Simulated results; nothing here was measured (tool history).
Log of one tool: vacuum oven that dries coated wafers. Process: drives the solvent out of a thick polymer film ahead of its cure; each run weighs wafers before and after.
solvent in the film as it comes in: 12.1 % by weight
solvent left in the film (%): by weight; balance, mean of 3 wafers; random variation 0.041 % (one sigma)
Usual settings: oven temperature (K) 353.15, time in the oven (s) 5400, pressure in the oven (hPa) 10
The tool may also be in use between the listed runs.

run	hour	oven temperature (K)	time in the oven (s)	pressure in the oven (hPa)	solvent left in the film (%)
1	0	353.15	5400	10	2.95
2	13.4	353.15	5400	10	3.07
3	29.6	353.15	5400	10	3.07
4	37	353.15	5400	15.7	3.57
5	53.2	353.15	5400	15.7	3.68
6	61.3	353.15	5400	15.7	3.59
7	76.7	353.15	5400	15.7	3.58
8	92.7	353.15	5400	15.7	3.56
9	106.7	353.15	5400	15.7	3.59
10	120.1	353.15	5400	10	3.05
11	133.4	353.15	5400	10	2.97
12	149.5	353.15	5400	10	3.05
13	166.7	353.15	5400	10	3.06
14	178.1	365.15	5400	10	1.26
15	187	365.15	5400	10	1.24
16	204.4	365.15	5400	10	1.25
17	218.2	354.15	5400	10	2.8
18	231.1	354.15	5400	10	2.79
19	238.6	354.15	5400	10	2.85
20	248.1	353.15	5040	10	3.24
21	259.5	342.15	8340	15	5.09
22	267.8	353.15	4920	30.8	5.44
23	282.4	347.15	6840	24.5	5.55
24	289.9	355.15	8100	24.5	3.56
25	298.5	355.15	5760	8.7	2.29
26	309.9	340.15	3480	11.2	7.31
27	321.2	364.15	5640	17.5	1.98
28	334.1	356.15	3300	5.1	3.41
29	347.9	347.15	3600	6.5	5.2
30	361.5	361.15	5400	39.7	4.32
31	372.2	361.15	5400	35.3	4.02
32	387.6	361.15	5400	35.3	4.01
33	405.4	341.15	2700	35.3	10.08
34	419	346.15	5400	32.7	7.42
35	434.7	346.15	5400	32.7	7.51
36	444.1	350.15	5400	6.8	3.36
# hour 452.2: oven's thermocouples calibrated
37	460.2	354.15	8880	28.1	3.98
38	477.7	362.15	7260	5.7	0.93
39	489	339.15	5400	14.7	6.95

Measured less the same run without the tool's hidden state. The same run-to-run variation is in both; the gauge's scatter may not be:
The hidden state here: true wafer temperature over the reading, C; true pressure over the reading, kPa; drift of the gauge itself on solvent_pct, %.
run	solvent left in the film (%)
1	+0.07
2	+0.08
3	+0.08
4	+0.07
5	+0.08
6	+0.08
7	+0.08
8	+0.08
9	+0.09
10	+0.1
11	+0.1
12	+0.1
13	+0.1
14	+0.1
15	+0.1
16	+0.1
17	+0.11
18	+0.11
19	+0.12
20	+0.11
21	+0.2
22	+0.09
23	+0.14
24	+0.15
25	+0.14
26	+0.14
27	+0.11
28	+0.09
29	+0.12
30	+0.09
31	+0.11
32	+0.1
33	+0.12
34	+0.15
35	+0.15
36	+0.17
37	+0.18
38	+0.19
39	+0.22

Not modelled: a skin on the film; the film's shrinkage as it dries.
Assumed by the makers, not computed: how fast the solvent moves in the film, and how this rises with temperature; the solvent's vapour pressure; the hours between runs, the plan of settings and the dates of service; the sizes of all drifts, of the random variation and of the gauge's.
